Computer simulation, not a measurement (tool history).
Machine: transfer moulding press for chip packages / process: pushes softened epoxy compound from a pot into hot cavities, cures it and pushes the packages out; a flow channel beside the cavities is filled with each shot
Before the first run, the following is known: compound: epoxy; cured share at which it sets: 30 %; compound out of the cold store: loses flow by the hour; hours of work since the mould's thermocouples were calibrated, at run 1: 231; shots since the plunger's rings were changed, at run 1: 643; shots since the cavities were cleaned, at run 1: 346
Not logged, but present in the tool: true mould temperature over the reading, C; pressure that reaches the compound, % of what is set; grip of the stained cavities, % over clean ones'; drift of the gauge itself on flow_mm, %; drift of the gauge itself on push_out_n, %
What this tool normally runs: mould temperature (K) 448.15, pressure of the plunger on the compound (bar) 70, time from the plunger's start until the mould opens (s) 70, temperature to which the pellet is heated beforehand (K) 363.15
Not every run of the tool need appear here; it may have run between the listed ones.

run,hour,mould temperature (K),pressure of the plunger on the compound (bar),time from the plunger's start until the mould opens (s),temperature to which the pellet is heated beforehand (K),hours of work since the mould's thermocouples were calibrated,shots since the plunger's rings were changed,shots since the cavities were cleaned,incoming compound's hours out of the cold store,length that the compound runs in the flow channel (mm),greatest force on the pins that push the packages out (N)
1,0,448.15,70,70,363.15,231,643,346,16.4,544,565
# hour 22.9: cavities cleaned with cleaning compound and waxed
2,70.9,448.15,55.5,70,363.15,268,1473,575,24.1,469,744
# hour 77.4: cavities cleaned with cleaning compound and waxed
3,111,448.15,55.5,70,363.15,289,1936,403,37.1,441,567
# hour 129.1: cavities cleaned with cleaning compound and waxed
# hour 171.2: mould's thermocouples calibrated
# hour 182.2: cavities cleaned with cleaning compound and waxed
4,182.7,445.15,70,70,363.15,5,2734,7,25.6,525,488
# hour 198.5: plunger's sealing rings changed
5,232.1,445.15,70,70,363.15,31,402,568,10.9,566,774
# hour 240.3: cavities cleaned with cleaning compound and waxed
# hour 281.6: cavities cleaned with cleaning compound and waxed, once more
6,306.1,445.15,70,70,363.15,69,1251,293,41.2,497,641
# hour 333.3: cavities cleaned with cleaning compound and waxed
7,374.7,455.15,70,70,363.15,105,2054,495,32.6,487,492
# hour 386.5: cavities cleaned with cleaning compound and waxed
8,435.4,455.15,70,70,363.15,137,2762,584,46.9,458,480
# hour 442.7: cavities cleaned with cleaning compound and waxed
# hour 449.8: plunger's sealing rings changed
9,474,455.15,70,70,363.15,156,289,345,37,485,442
# hour 502.3: cavities cleaned with cleaning compound and waxed
10,524.4,450.15,70,70,363.15,182,874,265,39.6,489,487
# hour 554.4: cavities cleaned with cleaning compound and waxed
11,572.5,450.15,70,70,363.15,207,1432,217,46.2,477,467
# hour 605.5: cavities cleaned with cleaning compound and waxed
12,628.8,448.15,70,70,363.15,237,2087,278,39.2,493,529
# hour 658.5: cavities cleaned with cleaning compound and waxed
13,672,448.15,70,70,363.15,259,2587,162,24,523,497
# hour 698.8: plunger's sealing rings changed
# hour 713.6: cavities cleaned with cleaning compound and waxed
14,752.2,448.15,70,70,363.15,300,620,461,12.9,553,597
# hour 765.8: cavities cleaned with cleaning compound and waxed
# hour 788: mould's thermocouples calibrated
15,817.3,448.15,70,70,363.15,16,1357,592,14.6,545,614
# hour 825.5: cavities cleaned with cleaning compound and waxed
16,866.9,448.15,64.7,70,363.15,42,1933,495,31.5,486,596
# hour 878: cavities cleaned with cleaning compound and waxed
17,911.9,448.15,64.7,70,363.15,65,2454,406,29.3,492,557
# hour 931.2: cavities cleaned with cleaning compound and waxed
# hour 950.9: plunger's sealing rings changed
18,963.8,448.15,70,70,362.15,91,155,361,19.3,539,598
# hour 984.8: cavities cleaned with cleaning compound and waxed
19,1025,441.15,70,70,363.15,123,869,481,31.9,529,901
# hour 1036.8: cavities cleaned with cleaning compound and waxed
20,1074,441.15,55.1,70,358.15,149,1437,445,42.4,449,916
# hour 1091.3: cavities cleaned with cleaning compound and waxed
21,1133.8,441.15,55.1,70,358.15,180,2135,509,21.2,487,1015
# hour 1144.7: cavities cleaned with cleaning compound and waxed
# hour 1200.5: plunger's sealing rings changed
# hour 1202: cavities cleaned with cleaning compound and waxed
22,1206.3,441.15,55.1,70,358.15,216,51,51,33.4,471,747
# hour 1254.8: cavities cleaned with cleaning compound and waxed
23,1268.4,448.15,70,65,355.15,249,777,163,22.7,532,581
# hour 1311.3: cavities cleaned with cleaning compound and waxed
24,1327.2,446.15,70,70,368.15,280,1462,190,17,547,567

Hidden state at the last listed run before each entry between runs and at the first one after, where it differs:
Between runs 1 and 2: cavities cleaned with cleaning compound and waxed (hour 22.9)
  true mould temperature over the reading, C: -0.66 -> -0.71; pressure that reaches the compound, % of what is set: 99.01 -> 97.72; grip of the stained cavities, % over clean ones': 29.5 -> 74
  measured value less the no-hidden-state value, length that the compound runs in the flow channel (mm): -1 -> -3; greatest force on the pins that push the packages out (N): +143 -> +331
Between runs 2 and 3: cavities cleaned with cleaning compound and waxed (hour 77.4)
  true mould temperature over the reading, C: -0.71 -> -0.74; pressure that reaches the compound, % of what is set: 97.72 -> 96.99; grip of the stained cavities, % over clean ones': 74 -> 36.9
  measured value less the no-hidden-state value, length that the compound runs in the flow channel (mm): -3 -> -5; greatest force on the pins that push the packages out (N): +331 -> +164
Between runs 3 and 4: cavities cleaned with cleaning compound and waxed (hour 129.1); mould's thermocouples calibrated (hour 171.2); cavities cleaned with cleaning compound and waxed (hour 182.2)
  true mould temperature over the reading, C: -0.74 -> -0.39; pressure that reaches the compound, % of what is set: 96.99 -> 95.85; grip of the stained cavities, % over clean ones': 36.9 -> 1.6
  measured value less the no-hidden-state value, length that the compound runs in the flow channel (mm): -5 -> -11; greatest force on the pins that push the packages out (N): +164 -> +20
Between runs 4 and 5: plunger's sealing rings changed (hour 198.5)
  true mould temperature over the reading, C: -0.39 -> -0.43; pressure that reaches the compound, % of what is set: 95.85 -> 98.97; grip of the stained cavities, % over clean ones': 1.6 -> 47.1
  measured value less the no-hidden-state value, length that the compound runs in the flow channel (mm): -11 -> -2; greatest force on the pins that push the packages out (N): +20 -> +264
Between runs 5 and 6: cavities cleaned with cleaning compound and waxed (hour 240.3); cavities cleaned with cleaning compound and waxed, once more (hour 281.6)
  true mould temperature over the reading, C: -0.43 -> -0.48; pressure that reaches the compound, % of what is set: 98.97 -> 97.7; grip of the stained cavities, % over clean ones': 47.1 -> 29.5
  measured value less the no-hidden-state value, length that the compound runs in the flow channel (mm): -2 -> -5; greatest force on the pins that push the packages out (N): +264 -> +163
Between runs 6 and 7: cavities cleaned with cleaning compound and waxed (hour 333.3)
  true mould temperature over the reading, C: -0.48 -> -0.53; pressure that reaches the compound, % of what is set: 97.7 -> 96.59; grip of the stained cavities, % over clean ones': 29.5 -> 39.5
  measured value less the no-hidden-state value, length that the compound runs in the flow channel (mm): -5 -> -8; greatest force on the pins that push the packages out (N): +163 -> +140
Between runs 7 and 8: cavities cleaned with cleaning compound and waxed (hour 386.5)
  true mould temperature over the reading, C: -0.53 -> -0.58; pressure that reaches the compound, % of what is set: 96.59 -> 95.55; grip of the stained cavities, % over clean ones': 39.5 -> 44.8
  measured value less the no-hidden-state value, length that the compound runs in the flow channel (mm): -8 -> -9; greatest force on the pins that push the packages out (N): +140 -> +149
Between runs 8 and 9: cavities cleaned with cleaning compound and waxed (hour 442.7); plunger's sealing rings changed (hour 449.8)
  true mould temperature over the reading, C: -0.58 -> -0.6; pressure that reaches the compound, % of what is set: 95.55 -> 99.23; grip of the stained cavities, % over clean ones': 44.8 -> 33.2
  measured value less the no-hidden-state value, length that the compound runs in the flow channel (mm): -9 -> +0; greatest force on the pins that push the packages out (N): +149 -> +112
Between runs 9 and 10: cavities cleaned with cleaning compound and waxed (hour 502.3)
  true mould temperature over the reading, C: -0.6 -> -0.64; pressure that reaches the compound, % of what is set: 99.23 -> 98.35; grip of the stained cavities, % over clean ones': 33.2 -> 26.7
  measured value less the no-hidden-state value, length that the compound runs in the flow channel (mm): +0 -> -3; greatest force on the pins that push the packages out (N): +112 -> +110
Between runs 10 and 11: cavities cleaned with cleaning compound and waxed (hour 554.4)
  true mould temperature over the reading, C: -0.64 -> -0.67; pressure that reaches the compound, % of what is set: 98.35 -> 97.62; grip of the stained cavities, % over clean ones': 26.7 -> 24.3
  measured value less the no-hidden-state value, length that the compound runs in the flow channel (mm): -3 -> -4; greatest force on the pins that push the packages out (N): +110 -> +100
Between runs 11 and 12: cavities cleaned with cleaning compound and waxed (hour 605.5)
  true mould temperature over the reading, C: -0.67 -> -0.71; pressure that reaches the compound, % of what is set: 97.62 -> 96.77; grip of the stained cavities, % over clean ones': 24.3 -> 29.1
  measured value less the no-hidden-state value, length that the compound runs in the flow channel (mm): -4 -> -6; greatest force on the pins that push the packages out (N): +100 -> +133
Between runs 12 and 13: cavities cleaned with cleaning compound and waxed (hour 658.5)
  true mould temperature over the reading, C: -0.71 -> -0.75; pressure that reaches the compound, % of what is set: 96.77 -> 95.99; grip of the stained cavities, % over clean ones': 29.1 -> 18.5
  measured value less the no-hidden-state value, length that the compound runs in the flow channel (mm): -6 -> -8; greatest force on the pins that push the packages out (N): +133 -> +93
Between runs 13 and 14: plunger's sealing rings changed (hour 698.8); cavities cleaned with cleaning compound and waxed (hour 713.6)
  true mould temperature over the reading, C: -0.75 -> -0.8; pressure that reaches the compound, % of what is set: 95.99 -> 98.77; grip of the stained cavities, % over clean ones': 18.5 -> 39.4
  measured value less the no-hidden-state value, length that the compound runs in the flow channel (mm): -8 -> -1; greatest force on the pins that push the packages out (N): +93 -> +186
Between runs 14 and 15: cavities cleaned with cleaning compound and waxed (hour 765.8); mould's thermocouples calibrated (hour 788)
  true mould temperature over the reading, C: -0.8 -> -0.19; pressure that reaches the compound, % of what is set: 98.77 -> 97.62; grip of the stained cavities, % over clean ones': 39.4 -> 47.4
  measured value less the no-hidden-state value, length that the compound runs in the flow channel (mm): -1 -> -6; greatest force on the pins that push the packages out (N): +186 -> +202
Between runs 15 and 16: cavities cleaned with cleaning compound and waxed (hour 825.5)
  true mould temperature over the reading, C: -0.19 -> -0.22; pressure that reaches the compound, % of what is set: 97.62 -> 96.77; grip of the stained cavities, % over clean ones': 47.4 -> 42.6
  measured value less the no-hidden-state value, length that the compound runs in the flow channel (mm): -6 -> -7; greatest force on the pins that push the packages out (N): +202 -> +182
Between runs 16 and 17: cavities cleaned with cleaning compound and waxed (hour 878)
  true mould temperature over the reading, C: -0.22 -> -0.25; pressure that reaches the compound, % of what is set: 96.77 -> 95.99; grip of the stained cavities, % over clean ones': 42.6 -> 40.1
  measured value less the no-hidden-state value, length that the compound runs in the flow channel (mm): -7 -> -10; greatest force on the pins that push the packages out (N): +182 -> +167
Between runs 17 and 18: cavities cleaned with cleaning compound and waxed (hour 931.2); plunger's sealing rings changed (hour 950.9)
  true mould temperature over the reading, C: -0.25 -> -0.29; pressure that reaches the compound, % of what is set: 95.99 -> 99.48; grip of the stained cavities, % over clean ones': 40.1 -> 35.8
  measured value less the no-hidden-state value, length that the compound runs in the flow channel (mm): -10 -> -1; greatest force on the pins that push the packages out (N): +167 -> +163
Between runs 18 and 19: cavities cleaned with cleaning compound and waxed (hour 984.8)
  true mould temperature over the reading, C: -0.29 -> -0.33; pressure that reaches the compound, % of what is set: 99.48 -> 98.52; grip of the stained cavities, % over clean ones': 35.8 -> 40.6
  measured value less the no-hidden-state value, length that the compound runs in the flow channel (mm): -1 -> -3; greatest force on the pins that push the packages out (N): +163 -> +279
Between runs 19 and 20: cavities cleaned with cleaning compound and waxed (hour 1036.8)
  true mould temperature over the reading, C: -0.33 -> -0.37; pressure that reaches the compound, % of what is set: 98.52 -> 97.71; grip of the stained cavities, % over clean ones': 40.6 -> 40.5
  measured value less the no-hidden-state value, length that the compound runs in the flow channel (mm): -3 -> -4; greatest force on the pins that push the packages out (N): +279 -> +285
Between runs 20 and 21: cavities cleaned with cleaning compound and waxed (hour 1091.3)
  true mould temperature over the reading, C: -0.37 -> -0.41; pressure that reaches the compound, % of what is set: 97.71 -> 96.69; grip of the stained cavities, % over clean ones': 40.5 -> 45.6
  measured value less the no-hidden-state value, length that the compound runs in the flow channel (mm): -4 -> -7; greatest force on the pins that push the packages out (N): +285 -> +344
Between runs 21 and 22: cavities cleaned with cleaning compound and waxed (hour 1144.7); plunger's sealing rings changed (hour 1200.5); cavities cleaned with cleaning compound and waxed (hour 1202)
  true mould temperature over the reading, C: -0.41 -> -0.46; pressure that reaches the compound, % of what is set: 96.69 -> 99.8; grip of the stained cavities, % over clean ones': 45.6 -> 6.3
  measured value less the no-hidden-state value, length that the compound runs in the flow channel (mm): -7 -> +0; greatest force on the pins that push the packages out (N): +344 -> +70
Between runs 22 and 23: cavities cleaned with cleaning compound and waxed (hour 1254.8)
  true mould temperature over the reading, C: -0.46 -> -0.51; pressure that reaches the compound, % of what is set: 99.8 -> 98.74; grip of the stained cavities, % over clean ones': 6.3 -> 19.2
  measured value less the no-hidden-state value, length that the compound runs in the flow channel (mm): +0 -> -2; greatest force on the pins that push the packages out (N): +70 -> +110
Between runs 23 and 24: cavities cleaned with cleaning compound and waxed (hour 1311.3)
  true mould temperature over the reading, C: -0.51 -> -0.55; pressure that reaches the compound, % of what is set: 98.74 -> 97.69
  measured value less the no-hidden-state value, length that the compound runs in the flow channel (mm): -2 -> -5; greatest force on the pins that push the packages out (N): +110 -> +107
